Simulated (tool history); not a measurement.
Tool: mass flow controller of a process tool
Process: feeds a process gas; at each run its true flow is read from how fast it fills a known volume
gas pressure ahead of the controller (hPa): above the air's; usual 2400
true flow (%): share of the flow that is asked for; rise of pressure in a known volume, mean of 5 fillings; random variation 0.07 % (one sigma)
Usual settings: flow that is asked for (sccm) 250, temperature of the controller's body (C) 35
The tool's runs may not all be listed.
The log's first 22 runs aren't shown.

run    hour  flow that is asked for (sccm)  gas pressure ahead of the controller (hPa)  temperature of the controller's body (C)  true flow (%)
 23  2896.3                            364                                        2400                                        31          98.79
 24  3003.9                            364                                        2400                                        28          99.07
 25  3168.0                            144                                        2400                                        35          97.13
 26  3272.3                            144                                        2400                                        35          97.23
 27  3402.4                             74                                        2660                                        36          96.62
 28  3509.9                             74                                        2660                                        36          96.63
 29  3620.9                             74                                        2660                                        36          96.68
 30  3778.5                            174                                        2280                                        36          97.11
 31  3965.7                            174                                        2280                                        36          97.01
 32  4051.4                            174                                        2280                                        36          97.14
 33  4157.7                            250                                        2400                                        36          97.73
 34  4304.9                            250                                        2400                                        36          97.84
 35  4424.6                            250                                        2400                                        36          97.79
 36  4531.9                             70                                        2400                                        35          96.61
     4625.7  -- controller's zero set anew
 37  4634.2                             70                                        2400                                        35          96.51
 38  4798.3                            254                                        1650                                        23          98.29
 39  4958.2                            213                                        2100                                        26          98.12
 40  5038.5                            250                                        1470                                        35          97.31
 41  5128.0                            250                                        1470                                        34          97.34
 42  5225.5                            463                                        1470                                        28          99.31
 43  5365.3                            364                                        2720                                        35          98.73
 44  5458.0                            172                                        1840                                        25          97.65

Forecast each of these 3 alternatives for the next run:
  A  5640.6                             66                                        1610                                        28              ?
  B  5640.6                            155                                        2400                                        25              ?
  C  5640.6                            201                                        2410                                        22              ?

run  true flow (%)
  A          96.55
  B          97.85
  C          98.25
Without the tool's hidden state the same runs would have given:
run  true flow (%)
  A          96.56
  B          97.86
  C          98.26

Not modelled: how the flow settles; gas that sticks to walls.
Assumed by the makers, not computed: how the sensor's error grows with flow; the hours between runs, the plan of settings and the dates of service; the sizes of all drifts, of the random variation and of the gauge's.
